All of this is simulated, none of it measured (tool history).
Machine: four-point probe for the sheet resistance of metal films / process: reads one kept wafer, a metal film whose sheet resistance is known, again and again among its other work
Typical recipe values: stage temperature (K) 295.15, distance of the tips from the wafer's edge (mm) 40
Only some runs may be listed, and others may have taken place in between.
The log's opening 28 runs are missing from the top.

run,hour,stage temperature (K),distance of the tips from the wafer's edge (mm),touches since the probe head was changed,hours of work since the stage's thermometer was calibrated,sheet resistance as the instrument gives it (ohm/square)
29,1554.2,301.15,12,41659,1127,0.214489
30,1619.0,301.15,11,43799,1160,0.214646
31,1666.5,291.15,7,45364,1185,0.215549
32,1719.3,291.15,7,47106,1212,0.215445
33,1752.9,308.15,33,48217,1229,0.214189
34,1823.9,308.15,33,50558,1265,0.214100
35,1882.0,308.15,4,52476,1295,0.224900
36,1956.7,308.15,4,54941,1334,0.224842
37,1995.2,294.15,11,56214,1353,0.213684
38,2056.9,294.15,11,58248,1385,0.213516
39,2113.9,305.15,12,60131,1414,0.214801
40,2161.6,297.15,4,61704,1439,0.223350
41,2214.7,297.15,4,63455,1466,0.223332
42,2249.0,298.15,5,64588,1484,0.219749
43,2323.0,298.15,5,67030,1522,0.219639
44,2383.9,298.15,5,69039,1553,0.219589
45,2428.3,307.15,42,70506,1576,0.213724

Predict each of these 4 candidate next runs independently; none follows another, all start after run 45:
# hour 2451.2: new probe head fitted
A,2494.6,302.15,42,1434,1609,?
# hour 2451.2: new probe head fitted
B,2494.6,296.15,40,1434,1609,?
# hour 2451.2: new probe head fitted
C,2494.6,295.15,17,1434,1609,?
# hour 2451.2: new probe head fitted
D,2494.6,295.15,28,1434,1609,?

run,sheet resistance as the instrument gives it (ohm/square)
A,0.214093
B,0.213326
C,0.213731
D,0.213245
What these runs would have given with no unlogged condition in the tool:
run,sheet resistance as the instrument gives it (ohm/square)
A,0.213895
B,0.213124
C,0.213528
D,0.213042
